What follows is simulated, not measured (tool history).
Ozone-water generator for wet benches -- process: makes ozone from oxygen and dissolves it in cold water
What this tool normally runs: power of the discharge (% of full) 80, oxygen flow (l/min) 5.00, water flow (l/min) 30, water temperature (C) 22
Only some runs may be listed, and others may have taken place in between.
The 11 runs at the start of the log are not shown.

run,day,power of the discharge (% of full),oxygen flow (l/min),water flow (l/min),water temperature (C),dissolved ozone (ppm),ozone in the gas ahead of the water (g/m3)
12,19.108,80,5.00,30,22,20.5,261.4
13,20.362,80,5.00,30,22,20.6,264.8
14,22.096,80,5.00,30,22,20.7,261.8
15,24.279,80,5.00,30,22,20.8,261.7
# day 26.000: gauge calibrated
16,26.000,80,5.00,30,22,20.9,269.7
17,28.008,80,5.00,30,22,20.8,270.2
18,29.342,80,3.73,30,21,20.4,316.2
19,31.804,80,3.73,30,21,20.5,316.3
20,33.492,80,5.00,40,22,16.4,265.9
21,35.133,57,5.00,30,22,16.0,205.1
22,36.208,80,5.00,30,20,21.4,265.5
23,38.575,80,5.00,30,20,21.3,266.9
24,40.858,94,2.85,30,20,22.6,410.6
25,42.954,94,2.85,30,20,22.4,412.2
26,45.071,94,8.74,42,20,18.9,216.4
# day 46.171: water thermometer calibrated
27,46.775,80,6.03,21,19,28.0,234.8
28,48.221,80,6.03,21,19,28.0,235.3
# day 48.708: gauge calibrated
29,50.708,80,5.00,22,16,28.2,269.2
30,52.179,81,8.15,18,25,26.5,204.8
31,54.246,80,3.78,30,22,20.4,315.0
32,55.642,80,3.78,30,22,20.2,312.1

What if the next run were any one of these 5? Each begins from the tool's condition after run 32:
A,57.046,91,4.76,30,27,?,?
B,57.046,80,6.25,41,20,?,?
C,57.046,82,8.03,30,23,?,?
D,57.046,73,5.06,30,22,?,?
E,57.046,80,5.00,20,22,?,?

run,dissolved ozone (ppm),ozone in the gas ahead of the water (g/m3)
A,21.8,304.5
B,16.6,235.5
C,20.7,210.1
D,19.2,247.4
E,27.8,267.4
What these runs would have given with no unlogged condition in the tool:
run,dissolved ozone (ppm),ozone in the gas ahead of the water (g/m3)
A,21.8,307.6
B,16.6,237.8
C,20.7,212.2
D,19.2,249.9
E,27.8,270.1
